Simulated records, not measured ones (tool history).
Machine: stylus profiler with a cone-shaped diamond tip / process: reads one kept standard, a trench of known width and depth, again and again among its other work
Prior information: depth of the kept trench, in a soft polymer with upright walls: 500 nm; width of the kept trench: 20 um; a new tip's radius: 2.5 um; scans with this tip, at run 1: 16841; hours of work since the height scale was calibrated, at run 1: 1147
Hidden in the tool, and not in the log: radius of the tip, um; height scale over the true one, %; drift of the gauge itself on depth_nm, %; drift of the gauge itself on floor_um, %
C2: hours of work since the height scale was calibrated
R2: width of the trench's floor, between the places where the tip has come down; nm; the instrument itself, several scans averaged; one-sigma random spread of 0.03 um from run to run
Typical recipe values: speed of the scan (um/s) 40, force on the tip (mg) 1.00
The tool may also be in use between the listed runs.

Run 1, hour 0.0: usual settings; scans with this tip 16841; C2 1147. Result: depth of the trench (Å) 5027.9, R2 15190 nm.
Run 2, hour 11.3: usual settings but speed of the scan (um/s) 36; scans with this tip 16950; C2 1154. Result: depth of the trench (Å) 5026.5, R2 15180 nm.
Run 3, hour 25.3: usual settings but speed of the scan (um/s) 36; scans with this tip 17085; C2 1164. Result: depth of the trench (Å) 5026.3, R2 15210 nm.
Run 4, hour 33.3: usual settings but speed of the scan (um/s) 32; scans with this tip 17162; C2 1169. Result: depth of the trench (Å) 5027.3, R2 15200 nm.
Run 5, hour 48.1: usual settings but speed of the scan (um/s) 32; scans with this tip 17305; C2 1178. Result: depth of the trench (Å) 5025.0, R2 15160 nm.
Run 6, hour 59.1: usual settings but speed of the scan (um/s) 90; scans with this tip 17411; C2 1186. Result: depth of the trench (Å) 5026.3, R2 14780 nm.
Run 7, hour 72.4: usual settings but speed of the scan (um/s) 90; scans with this tip 17540; C2 1194. Result: depth of the trench (Å) 5024.6, R2 14750 nm.
Run 8, hour 87.4: usual settings but force on the tip (mg) 2.40; scans with this tip 17685; C2 1204. Result: depth of the trench (Å) 5061.1, R2 15190 nm.
Run 9, hour 96.6: usual settings but force on the tip (mg) 1.70; scans with this tip 17774; C2 1210. Result: depth of the trench (Å) 5044.7, R2 15150 nm.
Run 10, hour 105.4: usual settings but force on the tip (mg) 1.70; scans with this tip 17859; C2 1216. Result: depth of the trench (Å) 5042.5, R2 15180 nm.
Run 11, hour 116.0: usual settings but force on the tip (mg) 1.70; scans with this tip 17961; C2 1223. Result: depth of the trench (Å) 5048.4, R2 15120 nm.
Run 12, hour 130.2: usual settings but force on the tip (mg) 1.70; scans with this tip 18098; C2 1232. Result: depth of the trench (Å) 5044.3, R2 15160 nm.
Run 13, hour 142.4: usual settings but speed of the scan (um/s) 55; scans with this tip 18216; C2 1241. Result: depth of the trench (Å) 5026.4, R2 14960 nm.
Run 14, hour 154.5: usual settings; scans with this tip 18333; C2 1248. Result: depth of the trench (Å) 5024.9, R2 15110 nm.
Run 15, hour 162.0: usual settings; scans with this tip 18406; C2 1253. Result: depth of the trench (Å) 5024.1, R2 14980 nm.
Run 16, hour 169.5: usual settings; scans with this tip 18477; C2 1258. Result: depth of the trench (Å) 5024.9, R2 15090 nm.
Run 17, hour 183.1: usual settings; scans with this tip 18609; C2 1267. Result: depth of the trench (Å) 5025.8, R2 15020 nm.
Run 18, hour 199.5: usual settings; scans with this tip 18767; C2 1278. Result: depth of the trench (Å) 5024.4, R2 15030 nm.
Run 19, hour 211.5: usual settings; scans with this tip 18883; C2 1286. Result: depth of the trench (Å) 5027.0, R2 15050 nm.
Run 20, hour 226.2: usual settings but speed of the scan (um/s) 87; scans with this tip 19025; C2 1296. Result: depth of the trench (Å) 5026.1, R2 14690 nm.
Run 21, hour 237.6: usual settings but speed of the scan (um/s) 87; scans with this tip 19135; C2 1303. Result: depth of the trench (Å) 5025.2, R2 14650 nm.
Run 22, hour 250.9: usual settings but speed of the scan (um/s) 74; scans with this tip 19263; C2 1312. Result: depth of the trench (Å) 5020.9, R2 14730 nm.
Run 23, hour 259.7: usual settings; scans with this tip 19349; C2 1318. Result: depth of the trench (Å) 5023.4, R2 15000 nm.
Run 24, hour 273.5: usual settings but speed of the scan (um/s) 33, force on the tip (mg) 2.64; scans with this tip 19482; C2 1327. Result: depth of the trench (Å) 5063.2, R2 15080 nm.
Run 25, hour 289.0: usual settings but speed of the scan (um/s) 66, force on the tip (mg) 1.40; scans with this tip 19632; C2 1337. Result: depth of the trench (Å) 5036.3, R2 14900 nm.
Run 26, hour 299.7: usual settings but speed of the scan (um/s) 78, force on the tip (mg) 0.48; scans with this tip 19734; C2 1344. Result: depth of the trench (Å) 5006.0, R2 14500 nm.
Run 27, hour 311.3: usual settings but speed of the scan (um/s) 17, force on the tip (mg) 0.57; scans with this tip 19847; C2 1352. Result: depth of the trench (Å) 5009.8, R2 15080 nm.
Run 28, hour 319.6: usual settings but speed of the scan (um/s) 17, force on the tip (mg) 0.57; scans with this tip 19927; C2 1357. Result: depth of the trench (Å) 5009.2, R2 15030 nm.
At hour 335.7: new tip fitted, height scale calibrated.
Run 29, hour 335.7: usual settings but speed of the scan (um/s) 17, force on the tip (mg) 0.57; scans with this tip 0; C2 0. Result: depth of the trench (Å) 5030.1, R2 16860 nm.
Run 30, hour 347.1: usual settings but speed of the scan (um/s) 158, force on the tip (mg) 0.68; scans with this tip 110; C2 7. Result: depth of the trench (Å) 5033.7, R2 15770 nm.
Run 31, hour 354.9: usual settings but speed of the scan (um/s) 158, force on the tip (mg) 0.68; scans with this tip 186; C2 13. Result: depth of the trench (Å) 5034.3, R2 15740 nm.
Run 32, hour 365.1: usual settings but speed of the scan (um/s) 99, force on the tip (mg) 0.54; scans with this tip 284; C2 19. Result: depth of the trench (Å) 5030.8, R2 16120 nm.
Run 33, hour 380.9: usual settings but speed of the scan (um/s) 99, force on the tip (mg) 0.54; scans with this tip 437; C2 30. Result: depth of the trench (Å) 5029.0, R2 16140 nm.
Run 34, hour 392.5: usual settings but speed of the scan (um/s) 99, force on the tip (mg) 0.54; scans with this tip 549; C2 37. Result: depth of the trench (Å) 5033.0, R2 16030 nm.
Run 35, hour 401.1: usual settings but speed of the scan (um/s) 99, force on the tip (mg) 0.54; scans with this tip 632; C2 43. Result: depth of the trench (Å) 5026.1, R2 16100 nm.
Run 36, hour 409.0: usual settings but speed of the scan (um/s) 21, force on the tip (mg) 0.63; scans with this tip 708; C2 48. Result: depth of the trench (Å) 5031.8, R2 16820 nm.
Run 37, hour 419.4: usual settings but speed of the scan (um/s) 21, force on the tip (mg) 0.63; scans with this tip 808; C2 55. Result: depth of the trench (Å) 5033.6, R2 16780 nm.
Run 38, hour 434.3: usual settings but speed of the scan (um/s) 21, force on the tip (mg) 0.63; scans with this tip 952; C2 65. Result: depth of the trench (Å) 5030.8, R2 16770 nm.
Run 39, hour 441.9: usual settings but speed of the scan (um/s) 21, force on the tip (mg) 0.63; scans with this tip 1026; C2 70. Result: depth of the trench (Å) 5033.5, R2 16770 nm.
Run 40, hour 455.5: usual settings but force on the tip (mg) 0.37; scans with this tip 1156; C2 79. Result: depth of the trench (Å) 5022.1, R2 16460 nm.
Run 41, hour 463.7: usual settings but force on the tip (mg) 0.37; scans with this tip 1236; C2 84. Result: depth of the trench (Å) 5022.9, R2 16440 nm.
Run 42, hour 471.8: usual settings but speed of the scan (um/s) 35, force on the tip (mg) 0.46; scans with this tip 1314; C2 89. Result: depth of the trench (Å) 5029.3, R2 16560 nm.
Run 43, hour 484.0: usual settings but speed of the scan (um/s) 69, force on the tip (mg) 1.78; scans with this tip 1432; C2 98. Result: depth of the trench (Å) 5065.0, R2 16570 nm.
Run 44, hour 496.7: usual settings but speed of the scan (um/s) 69, force on the tip (mg) 1.78; scans with this tip 1554; C2 106. Result: depth of the trench (Å) 5066.7, R2 16470 nm.
Run 45, hour 511.1: usual settings but speed of the scan (um/s) 69, force on the tip (mg) 1.78; scans with this tip 1693; C2 115. Result: depth of the trench (Å) 5066.2, R2 16460 nm.
Run 46, hour 521.0: usual settings but speed of the scan (um/s) 14, force on the tip (mg) 1.26; scans with this tip 1789; C2 122. Result: depth of the trench (Å) 5050.7, R2 16750 nm.

Here are 4 independent what-if runs from the current tool condition. What would each one return?
Run A, hour 528.3: usual settings but speed of the scan (um/s) 16, force on the tip (mg) 1.28; scans with this tip 1859; C2 127. Result: depth of the trench (Å) ?, R2 ?.
Run B, hour 528.3: usual settings but speed of the scan (um/s) 57, force on the tip (mg) 0.58; scans with this tip 1859; C2 127. Result: depth of the trench (Å) ?, R2 ?.
Run C, hour 528.3: usual settings but speed of the scan (um/s) 103, force on the tip (mg) 0.96; scans with this tip 1859; C2 127. Result: depth of the trench (Å) ?, R2 ?.
Run D, hour 528.3: usual settings but speed of the scan (um/s) 109, force on the tip (mg) 0.99; scans with this tip 1859; C2 127. Result: depth of the trench (Å) ?, R2 ?.

run  depth of the trench (Å)     R2
  A                   5052.2  16730
  B                   5030.5  16310
  C                   5041.0  16160
  D                   5042.3  16060
Stripped of hidden state, with their random variation kept, the same runs would have yielded:
run  depth of the trench (Å)     R2
  A                   5053.2  16880
  B                   5031.5  16470
  C                   5042.0  16320
  D                   5043.2  16210
